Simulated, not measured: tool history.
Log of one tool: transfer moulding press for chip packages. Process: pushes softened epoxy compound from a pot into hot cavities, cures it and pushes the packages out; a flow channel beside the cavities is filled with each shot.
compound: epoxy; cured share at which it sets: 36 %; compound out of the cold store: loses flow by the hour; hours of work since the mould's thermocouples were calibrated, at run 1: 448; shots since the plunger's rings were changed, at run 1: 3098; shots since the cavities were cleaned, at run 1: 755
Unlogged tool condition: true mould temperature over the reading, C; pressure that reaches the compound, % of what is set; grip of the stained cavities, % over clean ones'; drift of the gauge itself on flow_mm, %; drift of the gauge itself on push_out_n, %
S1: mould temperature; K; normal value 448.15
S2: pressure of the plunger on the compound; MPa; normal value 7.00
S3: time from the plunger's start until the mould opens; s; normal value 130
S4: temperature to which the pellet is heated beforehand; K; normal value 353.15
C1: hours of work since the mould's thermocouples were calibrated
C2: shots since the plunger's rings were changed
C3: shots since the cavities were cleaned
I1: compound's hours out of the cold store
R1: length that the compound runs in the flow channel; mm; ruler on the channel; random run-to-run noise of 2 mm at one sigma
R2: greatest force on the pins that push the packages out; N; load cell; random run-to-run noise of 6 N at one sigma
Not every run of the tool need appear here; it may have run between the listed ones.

{"run": 1, "hour": 0.0, "S1": 448.15, "S2": 7.0, "S3": 130, "S4": 353.15, "C1": 448, "C2": 3098, "C3": 755, "I1": 12.9, "R1": 688, "R2": 439}
{"hour": 5.3, "done": "cavities cleaned with cleaning compound and waxed"}
{"run": 2, "hour": 19.1, "S1": 448.15, "S2": 7.0, "S3": 124, "S4": 353.15, "C1": 459, "C2": 3278, "C3": 141, "I1": 37.2, "R1": 590, "R2": 313}
{"run": 3, "hour": 36.1, "S1": 448.15, "S2": 7.0, "S3": 130, "S4": 353.15, "C1": 470, "C2": 3451, "C3": 314, "I1": 18.3, "R1": 661, "R2": 349}
{"run": 4, "hour": 54.8, "S1": 448.15, "S2": 7.0, "S3": 130, "S4": 353.15, "C1": 482, "C2": 3642, "C3": 505, "I1": 27.5, "R1": 626, "R2": 385}
{"run": 5, "hour": 68.9, "S1": 448.15, "S2": 7.0, "S3": 132, "S4": 353.15, "C1": 492, "C2": 3786, "C3": 649, "I1": 9.5, "R1": 698, "R2": 415}
{"run": 6, "hour": 77.5, "S1": 448.15, "S2": 5.83, "S3": 130, "S4": 353.15, "C1": 497, "C2": 3873, "C3": 736, "I1": 25.2, "R1": 577, "R2": 432}
{"hour": 84.9, "done": "cavities cleaned with cleaning compound and waxed"}
{"run": 7, "hour": 97.2, "S1": 448.15, "S2": 7.0, "S3": 130, "S4": 353.15, "C1": 509, "C2": 4059, "C3": 126, "I1": 47.4, "R1": 552, "R2": 278}
{"run": 8, "hour": 109.1, "S1": 442.15, "S2": 7.0, "S3": 130, "S4": 353.15, "C1": 517, "C2": 4180, "C3": 247, "I1": 28.8, "R1": 622, "R2": 392}
{"run": 9, "hour": 119.6, "S1": 442.15, "S2": 7.0, "S3": 130, "S4": 353.15, "C1": 523, "C2": 4287, "C3": 354, "I1": 38.2, "R1": 587, "R2": 419}
{"run": 10, "hour": 133.7, "S1": 442.15, "S2": 7.0, "S3": 130, "S4": 353.15, "C1": 533, "C2": 4431, "C3": 498, "I1": 11.0, "R1": 693, "R2": 497}
{"run": 11, "hour": 150.3, "S1": 442.15, "S2": 7.0, "S3": 130, "S4": 353.15, "C1": 543, "C2": 4601, "C3": 668, "I1": 29.2, "R1": 618, "R2": 508}
{"hour": 164.3, "done": "cavities cleaned with cleaning compound and waxed"}
{"run": 12, "hour": 170.3, "S1": 448.15, "S2": 7.0, "S3": 120, "S4": 353.15, "C1": 555, "C2": 4789, "C3": 61, "I1": 13.1, "R1": 675, "R2": 273}
{"run": 13, "hour": 179.4, "S1": 448.15, "S2": 8.4, "S3": 130, "S4": 353.15, "C1": 561, "C2": 4882, "C3": 154, "I1": 30.3, "R1": 665, "R2": 281}
{"hour": 185.7, "done": "plunger's sealing rings changed"}
{"run": 14, "hour": 194.1, "S1": 448.15, "S2": 8.4, "S3": 130, "S4": 353.15, "C1": 569, "C2": 86, "C3": 278, "I1": 16.9, "R1": 753, "R2": 327}
{"run": 15, "hour": 212.0, "S1": 448.15, "S2": 7.0, "S3": 126, "S4": 353.15, "C1": 581, "C2": 268, "C3": 460, "I1": 29.3, "R1": 633, "R2": 394}
{"run": 16, "hour": 227.0, "S1": 448.15, "S2": 6.67, "S3": 126, "S4": 352.15, "C1": 591, "C2": 421, "C3": 613, "I1": 32.3, "R1": 606, "R2": 423}
{"hour": 246.5, "done": "cavities cleaned with cleaning compound and waxed"}
{"run": 17, "hour": 246.8, "S1": 452.15, "S2": 7.0, "S3": 161, "S4": 358.15, "C1": 602, "C2": 609, "C3": 4, "I1": 18.3, "R1": 674, "R2": 205}
{"run": 18, "hour": 267.7, "S1": 450.15, "S2": 6.19, "S3": 113, "S4": 351.15, "C1": 616, "C2": 822, "C3": 217, "I1": 26.4, "R1": 600, "R2": 347}
{"run": 19, "hour": 286.2, "S1": 454.15, "S2": 6.8, "S3": 114, "S4": 350.15, "C1": 628, "C2": 1010, "C3": 405, "I1": 20.1, "R1": 653, "R2": 365}
{"run": 20, "hour": 300.6, "S1": 453.15, "S2": 7.9, "S3": 128, "S4": 357.15, "C1": 637, "C2": 1157, "C3": 552, "I1": 15.8, "R1": 722, "R2": 372}
{"hour": 303.8, "done": "mould's thermocouples calibrated"}
{"run": 21, "hour": 319.2, "S1": 445.15, "S2": 7.0, "S3": 138, "S4": 345.15, "C1": 10, "C2": 1326, "C3": 721, "I1": 10.8, "R1": 711, "R2": 425}
{"hour": 326.6, "done": "cavities cleaned with cleaning compound and waxed"}
{"run": 22, "hour": 336.0, "S1": 445.15, "S2": 7.0, "S3": 138, "S4": 345.15, "C1": 20, "C2": 1483, "C3": 97, "I1": 45.5, "R1": 572, "R2": 288}
{"run": 23, "hour": 346.3, "S1": 453.15, "S2": 5.26, "S3": 138, "S4": 345.15, "C1": 27, "C2": 1588, "C3": 202, "I1": 28.6, "R1": 541, "R2": 281}
{"run": 24, "hour": 360.0, "S1": 453.15, "S2": 5.26, "S3": 138, "S4": 345.15, "C1": 35, "C2": 1727, "C3": 341, "I1": 9.1, "R1": 610, "R2": 323}
{"hour": 371.9, "done": "mould's thermocouples calibrated, once more"}
{"run": 25, "hour": 382.8, "S1": 453.15, "S2": 5.26, "S3": 138, "S4": 345.15, "C1": 7, "C2": 1940, "C3": 554, "I1": 29.4, "R1": 535, "R2": 367}
{"run": 26, "hour": 399.9, "S1": 453.15, "S2": 5.26, "S3": 138, "S4": 345.15, "C1": 18, "C2": 2114, "C3": 728, "I1": 8.2, "R1": 615, "R2": 396}
{"hour": 406.6, "done": "cavities cleaned with cleaning compound and waxed"}
{"run": 27, "hour": 412.2, "S1": 454.15, "S2": 7.89, "S3": 122, "S4": 351.15, "C1": 25, "C2": 2224, "C3": 57, "I1": 43.2, "R1": 603, "R2": 251}
{"run": 28, "hour": 428.5, "S1": 441.15, "S2": 7.36, "S3": 156, "S4": 361.15, "C1": 36, "C2": 2390, "C3": 223, "I1": 29.5, "R1": 644, "R2": 332}
{"run": 29, "hour": 449.7, "S1": 441.15, "S2": 7.36, "S3": 156, "S4": 361.15, "C1": 49, "C2": 2606, "C3": 439, "I1": 20.6, "R1": 682, "R2": 398}

Had the tool no unlogged condition, and each run kept its random variation, what would the results have been?
run=1 R1=708 R2=229
run=2 R1=608 R2=243
run=3 R1=682 R2=220
run=4 R1=647 R2=216
run=5 R1=722 R2=220
run=6 R1=598 R2=224
run=7 R1=573 R2=217
run=8 R1=647 R2=266
run=9 R1=610 R2=260
run=10 R1=722 R2=285
run=11 R1=644 R2=272
run=12 R1=706 R2=240
run=13 R1=695 R2=214
run=14 R1=759 R2=217
run=15 R1=638 R2=232
run=16 R1=612 R2=229
run=17 R1=682 R2=201
run=18 R1=608 R2=239
run=19 R1=662 R2=216
run=20 R1=733 R2=200
run=21 R1=724 R2=220
run=22 R1=583 R2=241
run=23 R1=552 R2=200
run=24 R1=623 R2=202
run=25 R1=547 R2=199
run=26 R1=629 R2=201
run=27 R1=618 R2=215
run=28 R1=661 R2=226
run=29 R1=701 R2=229

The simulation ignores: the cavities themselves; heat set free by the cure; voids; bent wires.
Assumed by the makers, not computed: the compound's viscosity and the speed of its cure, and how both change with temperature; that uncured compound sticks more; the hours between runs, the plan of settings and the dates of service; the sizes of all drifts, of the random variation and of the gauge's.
